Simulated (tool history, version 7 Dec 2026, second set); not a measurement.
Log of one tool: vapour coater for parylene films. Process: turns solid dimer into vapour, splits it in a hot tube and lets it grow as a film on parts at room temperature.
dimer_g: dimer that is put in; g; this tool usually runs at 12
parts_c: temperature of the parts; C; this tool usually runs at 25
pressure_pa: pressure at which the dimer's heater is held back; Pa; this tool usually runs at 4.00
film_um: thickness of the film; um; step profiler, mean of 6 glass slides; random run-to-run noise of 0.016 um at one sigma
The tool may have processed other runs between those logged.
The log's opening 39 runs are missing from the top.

| run | hour | dimer_g | parts_c | pressure_pa | hours of work since the trap's valve was overhauled | hours of work since the table's thermometer was calibrated | film_um |
|---|---|---|---|---|---|---|---|
| 40 | 913.7 | 9 | 25 | 5.03 | 262 | 362 | 2.41 |
| 41 | 940.5 | 9 | 25 | 5.03 | 283 | 383 | 2.40 |
| 42 | 975.7 | 12 | 23 | 4.03 | 310 | 411 | 3.44 |
| 43 | 1005.7 | 17 | 23 | 4.24 | 334 | 434 | 4.79 |
|  | 1029.2 | trap's valve overhauled |
| 44 | 1032.7 | 7 | 23 | 4.29 | 3 | 452 | 2.13 |
| 45 | 1055.4 | 7 | 23 | 4.29 | 21 | 470 | 2.10 |
| 46 | 1070.8 | 20 | 23 | 4.08 | 33 | 482 | 6.12 |
| 47 | 1087.6 | 8 | 18 | 4.89 | 46 | 495 | 2.63 |

Each row is a separate what-if for the run after 47, all from the same tool condition, not one after another. Results?
| A | 1115.6 | 12 | 28 | 4.00 | 68 | 517 | ? |
| B | 1115.6 | 7 | 24 | 6.91 | 68 | 517 | ? |
| C | 1115.6 | 12 | 32 | 4.00 | 68 | 517 | ? |
| D | 1115.6 | 8 | 36 | 4.89 | 68 | 517 | ? |

| run | film_um |
|---|---|
| A | 3.27 |
| B | 1.88 |
| C | 2.97 |
| D | 1.74 |
Take away the tool's hidden state, keep each run's random variation, and the runs would have read:
| run | film_um |
|---|---|
| A | 3.34 |
| B | 1.92 |
| C | 3.04 |
| D | 1.78 |
